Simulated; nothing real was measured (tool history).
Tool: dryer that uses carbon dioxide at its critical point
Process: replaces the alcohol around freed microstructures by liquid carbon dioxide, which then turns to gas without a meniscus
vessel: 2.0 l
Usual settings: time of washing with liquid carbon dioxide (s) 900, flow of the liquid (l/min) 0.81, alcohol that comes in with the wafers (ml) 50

run,day,time of washing with liquid carbon dioxide (s),flow of the liquid (l/min),alcohol that comes in with the wafers (ml),alcohol left in the vessel before it's heated (ppm by volume)
1,0,900,0.81,50,169
2,1.558,900,0.81,50,171
3,2.35,900,0.81,50,178
4,3.554,900,0.81,50,179
5,4.504,900,0.81,50,180
6,5.354,900,0.81,34,121
7,7.108,900,0.81,34,132
8,8.658,900,0.81,34,142
9,10.575,900,0.81,50,201
10,12.271,540,0.489,50,4146
11,13.529,1140,0.81,50,79
12,15.204,540,0.81,63,1717
13,16.404,540,0.81,63,1762
14,18.317,540,0.81,63,1739
15,19.629,540,0.671,42,1980
16,21.467,540,0.671,44,1438
17,22.483,900,0.81,81,214

Not shown: 1 entry that the log had between the listed runs. Between which runs, and how does the tool's hidden state differ before and after?
Between runs 15 and 16: inlet filter changed (day 20.792)
  flow that reaches the vessel past the clogged filter, %: 86.9 -> 99.5; alcohol in the recycled carbon dioxide, ppm: 37.8 -> 40.7
  measured less the result without the state, alcohol left in the vessel before it's heated (ppm by volume): +626 -> +55
